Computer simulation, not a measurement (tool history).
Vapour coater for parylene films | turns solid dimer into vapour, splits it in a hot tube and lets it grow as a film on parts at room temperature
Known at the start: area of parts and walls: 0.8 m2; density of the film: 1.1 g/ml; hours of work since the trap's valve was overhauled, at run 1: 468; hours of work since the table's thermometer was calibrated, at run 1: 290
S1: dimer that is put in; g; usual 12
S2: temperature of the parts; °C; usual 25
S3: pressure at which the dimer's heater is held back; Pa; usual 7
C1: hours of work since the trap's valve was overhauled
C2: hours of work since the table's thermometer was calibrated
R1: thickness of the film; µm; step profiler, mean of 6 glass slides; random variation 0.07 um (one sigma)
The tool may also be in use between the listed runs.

{"run": 1, "hour": 0.0, "S1": 12, "S2": 25, "S3": 7, "C1": 468, "C2": 290, "R1": 8.45}
{"run": 2, "hour": 47.5, "S1": 5, "S2": 25, "S3": 7, "C1": 511, "C2": 333, "R1": 3.5}
{"run": 3, "hour": 74.8, "S1": 5, "S2": 25, "S3": 7, "C1": 536, "C2": 358, "R1": 3.53}
{"run": 4, "hour": 97.3, "S1": 18, "S2": 25, "S3": 7, "C1": 556, "C2": 378, "R1": 12.55}
{"run": 5, "hour": 120.5, "S1": 18, "S2": 25, "S3": 7, "C1": 577, "C2": 399, "R1": 12.51}
{"run": 6, "hour": 165.6, "S1": 18, "S2": 25, "S3": 7, "C1": 617, "C2": 439, "R1": 12.56}
{"run": 7, "hour": 214.9, "S1": 15, "S2": 27, "S3": 5.71, "C1": 661, "C2": 483, "R1": 10.61}
{"hour": 229.3, "done": "trap's valve overhauled"}
{"run": 8, "hour": 257.7, "S1": 15, "S2": 25, "S3": 4.78, "C1": 25, "C2": 518, "R1": 11.38}
{"run": 9, "hour": 297.6, "S1": 7, "S2": 27, "S3": 2.34, "C1": 61, "C2": 554, "R1": 5.93}
{"run": 10, "hour": 329.3, "S1": 7, "S2": 27, "S3": 2.34, "C1": 90, "C2": 583, "R1": 5.97}
{"run": 11, "hour": 350.5, "S1": 9, "S2": 29, "S3": 2.34, "C1": 109, "C2": 602, "R1": 7.24}

Forecast each of these 4 alternatives for the next run:
{"run": "A", "hour": 374.4, "S1": 9, "S2": 29, "S3": 2.36, "C1": 130, "C2": 623, "R1": "?"}
{"run": "B", "hour": 374.4, "S1": 19, "S2": 23, "S3": 5.03, "C1": 130, "C2": 623, "R1": "?"}
{"run": "C", "hour": 374.4, "S1": 9, "S2": 23, "S3": 2.34, "C1": 130, "C2": 623, "R1": "?"}
{"run": "D", "hour": 374.4, "S1": 12, "S2": 27, "S3": 7, "C1": 130, "C2": 623, "R1": "?"}

run=A R1=7.33
run=B R1=14.75
run=C R1=8.23
run=D R1=8.03
Without the tool's hidden state the same runs would have given:
run=A R1=7.33
run=B R1=14.76
run=C R1=8.24
run=D R1=8.04
